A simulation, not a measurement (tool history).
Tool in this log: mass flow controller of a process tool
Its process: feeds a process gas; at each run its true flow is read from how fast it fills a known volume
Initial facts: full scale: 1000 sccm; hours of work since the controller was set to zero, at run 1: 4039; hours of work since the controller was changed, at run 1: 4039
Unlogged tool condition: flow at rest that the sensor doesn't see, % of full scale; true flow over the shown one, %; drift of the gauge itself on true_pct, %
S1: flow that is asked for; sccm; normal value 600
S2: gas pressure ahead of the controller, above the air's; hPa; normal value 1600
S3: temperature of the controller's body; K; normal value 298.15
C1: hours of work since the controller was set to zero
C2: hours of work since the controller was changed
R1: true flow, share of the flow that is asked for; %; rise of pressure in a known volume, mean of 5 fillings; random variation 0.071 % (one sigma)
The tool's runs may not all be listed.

| run | hour | S1 | S2 | S3 | C1 | C2 | R1 |
|---|---|---|---|---|---|---|---|
| 1 | 0.0 | 600 | 1600 | 298.15 | 4039 | 4039 | 99.48 |
| 2 | 513.6 | 600 | 1600 | 298.15 | 4197 | 4197 | 99.66 |
| 3 | 733.7 | 600 | 1600 | 298.15 | 4265 | 4265 | 99.65 |
| 4 | 1218.9 | 600 | 1600 | 298.15 | 4414 | 4414 | 99.92 |
| 5 | 1486.0 | 600 | 1600 | 298.15 | 4496 | 4496 | 100.02 |
| 6 | 1929.0 | 600 | 1600 | 298.15 | 4633 | 4633 | 100.16 |
| 7 | 2316.4 | 600 | 1600 | 298.15 | 4752 | 4752 | 100.33 |
| 8 | 2682.5 | 600 | 1600 | 298.15 | 4864 | 4864 | 100.45 |
|  | 2893.0 | controller's zero set anew |
| 9 | 3146.5 | 703 | 1660 | 293.15 | 78 | 5007 | 100.42 |
| 10 | 3645.8 | 600 | 2160 | 296.15 | 232 | 5160 | 100.83 |
| 11 | 3954.3 | 246 | 2160 | 312.15 | 326 | 5255 | 101.94 |
| 12 | 4355.9 | 229 | 1910 | 310.15 | 450 | 5379 | 101.86 |
| 13 | 4614.2 | 229 | 1910 | 310.15 | 529 | 5458 | 101.92 |
| 14 | 4844.4 | 600 | 2540 | 298.15 | 600 | 5529 | 101.65 |
| 15 | 5173.7 | 128 | 2540 | 298.15 | 701 | 5630 | 101.28 |
|  | 5508.4 | gauge calibrated |
| 16 | 5508.4 | 128 | 2630 | 298.15 | 804 | 5733 | 99.34 |

The same runs without the tool's hidden state, with the same run-to-run variation:
| run | R1 |
|---|---|
| 1 | 99.47 |
| 2 | 99.46 |
| 3 | 99.38 |
| 4 | 99.47 |
| 5 | 99.48 |
| 6 | 99.46 |
| 7 | 99.49 |
| 8 | 99.48 |
| 9 | 99.29 |
| 10 | 99.52 |
| 11 | 100.51 |
| 12 | 100.28 |
| 13 | 100.25 |
| 14 | 99.90 |
| 15 | 99.42 |
| 16 | 99.33 |
